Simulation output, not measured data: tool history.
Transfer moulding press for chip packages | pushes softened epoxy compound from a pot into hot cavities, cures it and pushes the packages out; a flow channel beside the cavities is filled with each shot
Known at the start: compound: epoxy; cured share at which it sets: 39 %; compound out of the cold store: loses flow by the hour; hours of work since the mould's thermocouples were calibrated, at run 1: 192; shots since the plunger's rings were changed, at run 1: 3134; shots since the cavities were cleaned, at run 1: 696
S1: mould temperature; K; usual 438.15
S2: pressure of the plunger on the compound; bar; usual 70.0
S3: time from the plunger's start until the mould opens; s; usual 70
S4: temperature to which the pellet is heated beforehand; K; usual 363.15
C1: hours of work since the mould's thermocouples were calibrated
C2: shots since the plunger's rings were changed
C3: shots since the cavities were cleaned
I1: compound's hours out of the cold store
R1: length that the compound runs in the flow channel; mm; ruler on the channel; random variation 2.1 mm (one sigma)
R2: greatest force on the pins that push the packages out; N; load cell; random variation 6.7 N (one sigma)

run	day	S1	S2	S3	S4	C1	C2	C3	I1	R1	R2
1	0.000	438.15	70.0	70	363.15	192	3134	696	39.6	556	405
2	0.171	438.15	70.0	70	363.15	194	3185	747	30.1	578	396
3	0.417	438.15	70.0	73	363.15	197	3259	821	8.1	643	404
4	0.583	438.15	70.0	73	363.15	199	3308	870	44.5	547	362
5	0.871	438.15	70.0	73	363.15	203	3395	957	14.2	619	416
6	1.117	438.15	70.0	70	363.15	206	3468	1030	43.8	543	417
7	1.496	438.15	70.0	70	363.15	211	3581	1143	23.7	594	445
# day 1.708: cavities cleaned with cleaning compound and waxed
8	1.821	438.15	70.0	70	363.15	215	3660	34	42.2	548	273
9	2.029	438.15	70.0	72	363.15	218	3722	96	20.5	603	283
10	2.421	438.15	70.0	72	363.15	223	3839	213	10.3	632	318
11	2.733	435.15	70.0	70	363.15	227	3933	307	9.3	639	453
12	2.908	435.15	70.0	70	363.15	229	3985	359	18.6	612	469
13	3.192	438.15	70.0	70	363.15	233	4069	443	18.8	606	376
14	3.558	438.15	70.0	70	363.15	238	4179	553	9.8	637	424
15	3.912	438.15	70.0	70	363.15	243	4285	659	29.0	577	414
16	4.221	441.15	83.6	66	371.15	247	4377	751	26.7	629	389
17	4.617	440.15	70.0	74	370.15	252	4495	869	47.4	528	311
18	4.842	440.15	59.1	69	353.15	255	4563	937	19.2	551	422
19	5.150	435.15	70.0	94	362.15	259	4655	1029	14.5	619	309
20	5.354	438.15	87.4	109	362.15	262	4716	1090	29.2	640	262
21	5.679	443.15	70.0	68	363.15	266	4813	1187	32.4	559	345
# day 5.771: cavities cleaned with cleaning compound and waxed
22	6.017	440.15	70.0	66	363.15	270	4895	73	13.4	611	314
23	6.308	440.15	70.0	66	363.15	274	4982	160	22.2	589	319
24	6.492	438.15	70.0	70	365.15	276	5037	215	36.8	553	318
25	6.717	438.15	70.5	70	366.15	279	5105	283	23.4	590	351
26	6.946	434.15	58.7	102	362.15	282	5173	351	43.2	497	238
27	7.333	434.15	53.7	102	354.15	287	5289	467	15.6	539	256
28	7.496	435.15	85.4	70	367.15	289	5337	515	40.2	606	438
29	7.888	435.15	85.4	55	354.15	294	5454	632	43.8	594	823

Forecast each of these 4 alternatives for the next run:
A	8.217	432.15	85.4	58	368.15	299	5553	731	25.5	?	?
B	8.217	438.15	59.3	87	363.15	299	5553	731	22.2	?	?
C	8.217	435.15	68.9	55	365.15	299	5553	731	23.8	?	?
D	8.217	440.15	85.4	64	368.15	299	5553	731	8.7	?	?

run	R1	R2
A	650	934
B	543	273
C	588	863
D	686	470
Without the tool's hidden state the same runs would have given:
run	R1	R2
A	682	620
B	570	180
C	617	575
D	720	320
